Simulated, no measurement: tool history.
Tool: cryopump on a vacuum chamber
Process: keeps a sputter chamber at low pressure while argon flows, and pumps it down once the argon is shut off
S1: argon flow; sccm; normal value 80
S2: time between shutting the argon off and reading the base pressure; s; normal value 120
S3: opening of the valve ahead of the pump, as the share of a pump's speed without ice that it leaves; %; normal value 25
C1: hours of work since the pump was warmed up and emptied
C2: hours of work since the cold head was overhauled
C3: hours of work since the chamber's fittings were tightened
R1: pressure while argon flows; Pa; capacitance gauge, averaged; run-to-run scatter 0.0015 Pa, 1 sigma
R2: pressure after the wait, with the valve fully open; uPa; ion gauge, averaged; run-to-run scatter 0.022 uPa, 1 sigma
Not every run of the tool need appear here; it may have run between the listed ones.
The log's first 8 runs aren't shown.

run 9 hour=114.3 | S1=140 S2=77 S3=25 | C1=174 C2=174 C3=77 | R1=0.6313 R2=0.89
run 10 hour=131.5 | S1=140 S2=77 S3=25 | C1=183 C2=183 C3=86 | R1=0.6271 R2=0.89
run 11 hour=144.0 | S1=80 S2=120 S3=25 | C1=190 C2=190 C3=93 | R1=0.3592 R2=0.70
run 12 hour=155.0 | S1=153 S2=120 S3=25 | C1=196 C2=196 C3=98 | R1=0.6961 R2=0.73
run 13 hour=169.3 | S1=80 S2=120 S3=25 | C1=203 C2=203 C3=106 | R1=0.3608 R2=0.73
run 14 hour=187.2 | S1=80 S2=120 S3=25 | C1=213 C2=213 C3=115 | R1=0.3609 R2=0.67
run 15 hour=202.3 | S1=80 S2=120 S3=25 | C1=220 C2=220 C3=123 | R1=0.3606 R2=0.70
run 16 hour=213.0 | S1=80 S2=120 S3=25 | C1=226 C2=226 C3=129 | R1=0.3600 R2=0.71
run 17 hour=231.3 | S1=80 S2=120 S3=25 | C1=236 C2=236 C3=138 | R1=0.3616 R2=0.71

Predict the results of run 18:
run 18 hour=244.3 | S1=34 S2=120 S3=33 | C1=242 C2=242 C3=145 | R1=? R2=?

R1: 0.1169 Pa
R2: 0.71 uPa
With the hidden condition absent and the run-to-run variation left alone, this run would have shown R1 0.1153 Pa, R2 0.62 uPa.
